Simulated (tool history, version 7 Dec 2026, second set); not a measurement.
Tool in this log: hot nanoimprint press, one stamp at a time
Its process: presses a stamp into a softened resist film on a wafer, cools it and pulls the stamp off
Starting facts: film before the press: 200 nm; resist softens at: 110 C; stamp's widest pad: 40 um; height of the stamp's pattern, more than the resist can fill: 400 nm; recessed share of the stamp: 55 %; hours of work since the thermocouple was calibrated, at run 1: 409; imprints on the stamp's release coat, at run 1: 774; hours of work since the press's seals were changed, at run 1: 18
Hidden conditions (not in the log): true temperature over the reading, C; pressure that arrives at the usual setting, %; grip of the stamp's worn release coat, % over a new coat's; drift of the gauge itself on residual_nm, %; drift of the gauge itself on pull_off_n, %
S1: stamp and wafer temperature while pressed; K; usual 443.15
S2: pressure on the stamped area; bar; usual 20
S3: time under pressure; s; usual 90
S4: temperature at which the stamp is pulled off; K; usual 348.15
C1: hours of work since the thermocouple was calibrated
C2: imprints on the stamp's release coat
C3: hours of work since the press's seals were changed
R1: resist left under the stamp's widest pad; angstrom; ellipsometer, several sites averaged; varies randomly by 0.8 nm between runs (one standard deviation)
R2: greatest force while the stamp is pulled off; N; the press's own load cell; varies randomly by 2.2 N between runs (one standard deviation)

| run | hour | S1 | S2 | S3 | S4 | C1 | C2 | C3 | R1 | R2 |
|---|---|---|---|---|---|---|---|---|---|---|
| 1 | 0 | 443.15 | 20 | 90 | 348.15 | 409 | 774 | 18 | 943 | 125 |
| 2 | 9.8 | 443.15 | 20 | 90 | 348.15 | 413 | 793 | 21 | 936 | 119 |
| 3 | 14.7 | 443.15 | 12.3 | 90 | 348.15 | 415 | 803 | 23 | 1130 | 125 |
| 4 | 20.9 | 443.15 | 20 | 90 | 348.15 | 418 | 816 | 26 | 926 | 126 |
| 5 | 29.9 | 446.15 | 20 | 90 | 348.15 | 422 | 833 | 30 | 765 | 127 |
| 6 | 37.2 | 443.15 | 20 | 90 | 348.15 | 425 | 848 | 33 | 923 | 125 |
| 7 | 42.9 | 443.15 | 20 | 140 | 348.15 | 427 | 859 | 35 | 780 | 128 |
| 8 | 52.3 | 443.15 | 20 | 140 | 348.15 | 431 | 878 | 39 | 786 | 124 |
| 9 | 58.4 | 443.15 | 20 | 90 | 348.15 | 433 | 890 | 41 | 926 | 124 |
| 10 | 66.5 | 443.15 | 20 | 90 | 348.15 | 437 | 907 | 45 | 931 | 126 |
| 11 | 72.2 | 443.15 | 20 | 90 | 348.15 | 439 | 918 | 47 | 917 | 128 |
| 12 | 82 | 451.15 | 20 | 90 | 348.15 | 443 | 938 | 51 | 562 | 126 |
| 13 | 89.4 | 443.15 | 20 | 90 | 348.15 | 446 | 953 | 54 | 921 | 128 |
| 14 | 97.1 | 443.15 | 20 | 164 | 348.15 | 449 | 968 | 57 | 722 | 131 |
| 15 | 104.3 | 443.15 | 20 | 59 | 348.15 | 452 | 982 | 60 | 1082 | 133 |
| 16 | 111.3 | 445.15 | 19.3 | 90 | 355.15 | 455 | 996 | 63 | 835 | 118 |
| 17 | 116.5 | 445.15 | 19.3 | 90 | 355.15 | 457 | 1007 | 65 | 823 | 124 |
| 18 | 126.5 | 441.15 | 20 | 152 | 348.15 | 461 | 1027 | 69 | 855 | 135 |
| 19 | 135.5 | 443.15 | 20 | 90 | 355.15 | 465 | 1045 | 73 | 930 | 123 |
| 20 | 142.7 | 443.15 | 18.6 | 57 | 348.15 | 468 | 1059 | 76 | 1116 | 139 |
| 21 | 146.9 | 443.15 | 13.5 | 57 | 348.15 | 469 | 1068 | 77 | 1231 | 138 |
| 22 | 152.6 | 443.15 | 13.5 | 57 | 348.15 | 472 | 1079 | 80 | 1241 | 134 |
| 23 | 159.3 | 443.15 | 13.5 | 57 | 348.15 | 474 | 1093 | 82 | 1246 | 135 |
| 24 | 164.8 | 443.15 | 13.7 | 90 | 351.15 | 477 | 1103 | 85 | 1060 | 132 |
| 25 | 174.7 | 443.15 | 22.6 | 53 | 351.15 | 481 | 1123 | 89 | 1056 | 128 |
| 26 | 181.8 | 432.15 | 20 | 155 | 348.15 | 483 | 1138 | 92 | 1410 | 135 |
| 27 | 187.8 | 432.15 | 20 | 155 | 344.15 | 486 | 1150 | 94 | 1393 | 143 |
| 28 | 195.1 | 443.15 | 20 | 90 | 348.15 | 489 | 1164 | 97 | 903 | 138 |
| 29 | 203.1 | 443.15 | 14.5 | 129 | 348.15 | 492 | 1180 | 100 | 906 | 140 |
| 30 | 209.9 | 448.15 | 12.7 | 58 | 344.15 | 495 | 1194 | 103 | 978 | 146 |

Selected run-to-run steps in R1, each split into two signed amounts: the part the tool would show with no hidden state at all (from settings, incoming material and random variation), and the remainder, which goes to the hidden state together with any gauge scatter not common to the measured and the hidden-state-free results:
Run 11 -> 12: S1 443.15 -> 451.15. R1 -355 angstrom: hidden state +41, all else -396.
Run 12 -> 13: S1 451.15 -> 443.15. R1 +359 angstrom: hidden state -44, all else +403.
Run 14 -> 15: S3 164 -> 59. R1 +360 angstrom: hidden state -21, all else +381.
Run 27 -> 28: S1 432.15 -> 443.15, S3 155 -> 90, S4 344.15 -> 348.15. R1 -490 angstrom: hidden state +11, all else -501.
